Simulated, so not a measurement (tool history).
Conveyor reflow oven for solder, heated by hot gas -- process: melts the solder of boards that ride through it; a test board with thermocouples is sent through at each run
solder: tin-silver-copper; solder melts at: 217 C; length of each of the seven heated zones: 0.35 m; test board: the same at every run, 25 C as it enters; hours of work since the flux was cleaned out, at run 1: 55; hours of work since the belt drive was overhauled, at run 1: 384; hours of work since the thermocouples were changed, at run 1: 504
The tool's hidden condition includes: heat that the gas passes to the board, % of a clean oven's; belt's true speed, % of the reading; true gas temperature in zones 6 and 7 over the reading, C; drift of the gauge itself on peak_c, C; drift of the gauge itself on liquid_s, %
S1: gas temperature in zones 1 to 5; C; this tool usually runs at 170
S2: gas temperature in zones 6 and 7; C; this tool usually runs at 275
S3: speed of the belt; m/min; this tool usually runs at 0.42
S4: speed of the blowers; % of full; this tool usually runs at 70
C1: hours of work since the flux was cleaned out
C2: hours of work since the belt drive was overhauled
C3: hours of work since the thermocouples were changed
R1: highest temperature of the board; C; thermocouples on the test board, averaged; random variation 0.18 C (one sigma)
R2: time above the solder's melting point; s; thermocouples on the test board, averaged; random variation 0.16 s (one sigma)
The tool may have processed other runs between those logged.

| run | hour | S1 | S2 | S3 | S4 | C1 | C2 | C3 | R1 | R2 |
|---|---|---|---|---|---|---|---|---|---|---|
| 1 | 0 | 170 | 275 | 0.42 | 70 | 55 | 384 | 504 | 259.4 | 80.8 |
| 2 | 10.1 | 176 | 275 | 0.42 | 70 | 63 | 392 | 511 | 260.3 | 84.4 |
| 3 | 28.9 | 176 | 275 | 0.387 | 70 | 76 | 405 | 525 | 262.6 | 93.7 |
| 4 | 41.6 | 181 | 275 | 0.387 | 70 | 86 | 415 | 534 | 263 | 96.4 |
| 5 | 55.1 | 170 | 275 | 0.42 | 70 | 95 | 424 | 544 | 259.5 | 80.6 |
| 6 | 73.8 | 170 | 275 | 0.42 | 70 | 109 | 438 | 558 | 259.4 | 80.2 |
| 7 | 85.5 | 170 | 269 | 0.42 | 70 | 118 | 447 | 566 | 254 | 75.7 |
| 8 | 99.6 | 170 | 269 | 0.42 | 70 | 128 | 457 | 577 | 253.6 | 75.8 |
| 9 | 111.6 | 170 | 269 | 0.42 | 70 | 137 | 466 | 585 | 253.8 | 76 |
| 10 | 129.6 | 170 | 269 | 0.42 | 70 | 150 | 479 | 599 | 253.5 | 75.6 |
| 11 | 152 | 170 | 269 | 0.42 | 70 | 166 | 495 | 615 | 253.2 | 75.7 |
| 12 | 168.4 | 170 | 275 | 0.42 | 65 | 178 | 507 | 627 | 257 | 78.3 |
| 13 | 187.6 | 170 | 275 | 0.42 | 65 | 192 | 521 | 641 | 256.9 | 78.3 |
| 14 | 211.4 | 170 | 275 | 0.36 | 74 | 209 | 538 | 658 | 263.6 | 99.4 |
| 15 | 235.7 | 170 | 275 | 0.489 | 74 | 227 | 556 | 676 | 253.8 | 63.9 |
| 16 | 246.9 | 170 | 275 | 0.489 | 74 | 235 | 564 | 684 | 253.9 | 63.9 |
| 17 | 258.9 | 170 | 275 | 0.489 | 74 | 244 | 573 | 693 | 253.9 | 64 |
| 18 | 279.1 | 170 | 275 | 0.489 | 74 | 259 | 588 | 708 | 253.4 | 63.5 |
| 19 | 300.1 | 170 | 275 | 0.489 | 74 | 274 | 603 | 723 | 254 | 63.4 |
| 20 | 322 | 170 | 275 | 0.489 | 74 | 290 | 619 | 739 | 253.5 | 63.3 |
| 21 | 332.2 | 170 | 267 | 0.42 | 83 | 298 | 627 | 746 | 252.9 | 76.3 |
| 22 | 354.4 | 167 | 275 | 0.42 | 70 | 314 | 643 | 763 | 256.8 | 77.3 |
| 23 | 376.9 | 170 | 272 | 0.42 | 70 | 330 | 659 | 779 | 254.7 | 76.3 |
| 24 | 397.8 | 179 | 278 | 0.42 | 70 | 345 | 674 | 794 | 261.4 | 85.8 |
| 25 | 420.5 | 179 | 278 | 0.42 | 70 | 362 | 691 | 811 | 261 | 85.9 |

5 ways to go on from here, each from the tool as it stands after run 25. What would each give?
| A | 436.2 | 163 | 275 | 0.363 | 70 | 373 | 702 | 822 | ? | ? |
| B | 436.2 | 163 | 278 | 0.367 | 83 | 373 | 702 | 822 | ? | ? |
| C | 436.2 | 161 | 278 | 0.42 | 63 | 373 | 702 | 822 | ? | ? |
| D | 436.2 | 175 | 279 | 0.349 | 70 | 373 | 702 | 822 | ? | ? |
| E | 436.2 | 179 | 278 | 0.42 | 58 | 373 | 702 | 822 | ? | ? |

| run | R1 | R2 |
|---|---|---|
| A | 260.8 | 92.7 |
| B | 265.5 | 96.1 |
| C | 256 | 73.1 |
| D | 266.6 | 107.5 |
| E | 258 | 82.8 |
What these runs would have given with no unlogged condition in the tool:
| run | R1 | R2 |
|---|---|---|
| A | 264 | 94.4 |
| B | 268.9 | 97.4 |
| C | 259.6 | 75.5 |
| D | 269.5 | 107.9 |
| E | 261 | 84.2 |
